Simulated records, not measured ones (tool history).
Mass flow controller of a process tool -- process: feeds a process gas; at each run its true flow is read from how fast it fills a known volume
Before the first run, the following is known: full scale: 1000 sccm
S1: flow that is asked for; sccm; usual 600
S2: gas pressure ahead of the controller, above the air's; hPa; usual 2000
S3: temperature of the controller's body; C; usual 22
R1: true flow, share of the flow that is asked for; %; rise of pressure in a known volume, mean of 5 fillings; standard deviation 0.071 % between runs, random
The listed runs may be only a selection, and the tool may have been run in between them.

run,hour,S1,S2,S3,R1
1,0,600,2000,22,99.85
2,168.7,288,2000,22,99.21
3,348.5,600,2000,22,99.77
4,573.2,600,2000,22,99.75
5,872.4,600,2000,22,99.62
6,1096.1,600,1480,22,99.74
7,1252.2,600,2000,28,99.97
8,1543.2,600,2000,28,99.99
9,1848.4,600,2000,28,99.95
10,2070,600,2000,22,99.89
11,2342.4,600,2000,25,99.81
12,2525.7,600,2000,25,99.87
13,2716.6,600,2000,22,99.81
14,2899.9,600,2000,29,99.95
15,3116.1,600,2000,29,100.04
16,3267.1,291,1900,27,98.4
# hour 3284.1: controller's zero set anew
17,3485.5,291,1900,27,97.02
18,3776.5,600,2290,22,99.14
19,3959.3,272,1600,22,96.36
20,4255.7,272,1600,22,96.25
21,4468.1,272,1600,22,96.12
22,4677.4,453,2240,22,98.46
23,4935.1,453,2240,22,98.39
24,5129.9,453,2240,22,98.39
25,5313.5,453,2240,22,98.31
# hour 5344.1: controller's zero set anew, once more
26,5465.8,453,2240,22,101.5
27,5712.6,176,2540,22,101.18
28,5955.7,176,2540,22,101.05
29,6226.4,600,1570,22,101.49
30,6539.3,281,2080,36,101.51

Selected run-to-run steps in R1, each split into two signed amounts: the part the tool would show with no hidden state at all (from settings, incoming material and random variation), and the remainder, which goes to the hidden state together with any gauge scatter not common to the measured and the hidden-state-free results:
Hidden state at play: flow at rest that the sensor doesn't see, % of full scale; true flow over the shown one, %; drift of the gauge itself on true_pct, %.
Run 17 -> 18: S1 291 -> 600, S2 1900 -> 2290, S3 27 -> 22. R1 +2.12 %: hidden state +2.12, all else +0.
Run 18 -> 19: S1 600 -> 272, S2 2290 -> 1600. R1 -2.78 %: hidden state -2.55, all else -0.23.
Run 21 -> 22: S1 272 -> 453, S2 1600 -> 2240. R1 +2.34 %: hidden state +1.95, all else +0.39.
Run 25 -> 26: controller's zero set anew, once more. R1 +3.19 %: hidden state +3.19, all else +0.
